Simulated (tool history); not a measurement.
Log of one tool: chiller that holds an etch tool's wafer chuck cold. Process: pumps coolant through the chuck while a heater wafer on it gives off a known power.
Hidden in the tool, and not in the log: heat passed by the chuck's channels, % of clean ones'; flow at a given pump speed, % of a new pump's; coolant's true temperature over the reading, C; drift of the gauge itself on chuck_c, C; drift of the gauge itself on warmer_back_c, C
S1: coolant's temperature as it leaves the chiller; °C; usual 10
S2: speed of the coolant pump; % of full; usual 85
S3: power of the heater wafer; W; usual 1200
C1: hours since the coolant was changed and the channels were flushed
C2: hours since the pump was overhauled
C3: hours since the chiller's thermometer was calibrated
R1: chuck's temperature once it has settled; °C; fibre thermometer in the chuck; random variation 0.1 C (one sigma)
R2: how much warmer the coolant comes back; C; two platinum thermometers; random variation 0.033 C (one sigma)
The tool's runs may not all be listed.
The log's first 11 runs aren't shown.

Run 12, hour 703.1: usual settings but S3 1572 W; C1 1622; C2 3435; C3 798. Result: R1 20.6 °C, R2 5.41 C.
Run 13, hour 742.1: usual settings but S3 1072 W; C1 1661; C2 3474; C3 837. Result: R1 17.3 °C, R2 3.64 C.
Run 14, hour 809.2: usual settings but S3 1072 W; C1 1728; C2 3541; C3 904. Result: R1 17.1 °C, R2 3.62 C.
Run 15, hour 877.1: usual settings but S1 15 °C; C1 1796; C2 3609; C3 972. Result: R1 23.3 °C, R2 4.11 C.
Run 16, hour 940.1: usual settings but S1 15 °C; C1 1859; C2 3672; C3 1035. Result: R1 23 °C, R2 4.18 C.
Run 17, hour 1030.8: usual settings but S2 63 % of full, S3 879 W; C1 1950; C2 3763; C3 1126. Result: R1 17.7 °C, R2 3.92 C.
Run 18, hour 1072: usual settings but S2 71 % of full, S3 807 W; C1 1991; C2 3804; C3 1167. Result: R1 16.4 °C, R2 3.26 C.
Run 19, hour 1127.1: usual settings but S1 18 °C, S2 71 % of full, S3 807 W; C1 2046; C2 3859; C3 1222. Result: R1 24.5 °C, R2 3.2 C.
Run 20, hour 1216.7: usual settings but S1 11 °C, S2 96 % of full, S3 1718 W; C1 2136; C2 3949; C3 1311. Result: R1 21.5 °C, R2 5.21 C.
Run 21, hour 1262.2: usual settings but S1 11 °C, S2 96 % of full, S3 1718 W; C1 2181; C2 3994; C3 1357. Result: R1 21.5 °C, R2 5.19 C.
Run 22, hour 1347.1: usual settings but S1 12 °C, S2 75 % of full, S3 777 W; C1 2266; C2 4079; C3 1442. Result: R1 17.9 °C, R2 2.87 C.
Run 23, hour 1436.4: usual settings but S1 12 °C, S2 75 % of full, S3 777 W; C1 2355; C2 4169; C3 1531. Result: R1 17.9 °C, R2 2.85 C.
Run 24, hour 1474.4: usual settings but S1 17 °C, S2 96 % of full, S3 777 W; C1 2393; C2 4207; C3 1569. Result: R1 21.7 °C, R2 2.21 C.
Run 25, hour 1556.3: usual settings but S1 17 °C, S2 96 % of full, S3 777 W; C1 2475; C2 4288; C3 1651. Result: R1 21.7 °C, R2 2.21 C.
Run 26, hour 1605.2: usual settings but S1 19 °C; C1 2524; C2 4337; C3 1700. Result: R1 27.1 °C, R2 3.91 C.
Run 27, hour 1649.8: usual settings but S1 19 °C, S3 907 W; C1 2569; C2 4382; C3 1745. Result: R1 25.2 °C, R2 2.94 C.
Run 28, hour 1702.2: usual settings but S1 19 °C, S3 907 W; C1 2621; C2 4434; C3 1797. Result: R1 25.2 °C, R2 2.94 C.
Run 29, hour 1791.6: usual settings but S1 4 °C, S3 662 W; C1 2711; C2 4524; C3 1886. Result: R1 8.5 °C, R2 2.09 C.
Run 30, hour 1862.6: usual settings but S1 4 °C, S3 1396 W; C1 2782; C2 4595; C3 1957. Result: R1 13.3 °C, R2 4.64 C.
Run 31, hour 1939.5: usual settings but S2 78 % of full, S3 1283 W; C1 2858; C2 4672; C3 2034. Result: R1 19.3 °C, R2 4.57 C.
Run 32, hour 2004.5: usual settings but S2 78 % of full, S3 1283 W; C1 2923; C2 4737; C3 2099. Result: R1 19.4 °C, R2 4.59 C.

Forecast each of these 4 alternatives for the next run:
Run A, hour 2050.5: usual settings but S2 73 % of full, S3 1283 W; C1 2969; C2 4783; C3 2145. Result: R1 ?, R2 ?.
Run B, hour 2050.5: usual settings but S2 92 % of full; C1 2969; C2 4783; C3 2145. Result: R1 ?, R2 ?.
Run C, hour 2050.5: usual settings but S2 75 % of full, S3 642 W; C1 2969; C2 4783; C3 2145. Result: R1 ?, R2 ?.
Run D, hour 2050.5: usual settings but S2 79 % of full, S3 707 W; C1 2969; C2 4783; C3 2145. Result: R1 ?, R2 ?.

run    R1    R2
  A    20  4.89
  B  17.5  3.61
  C    15  2.22
  D  14.9  2.36
Without the tool's hidden state the same runs would have given:
run    R1    R2
  A    20  5.23
  B  17.4  3.95
  C    15  2.56
  D  14.9   2.7
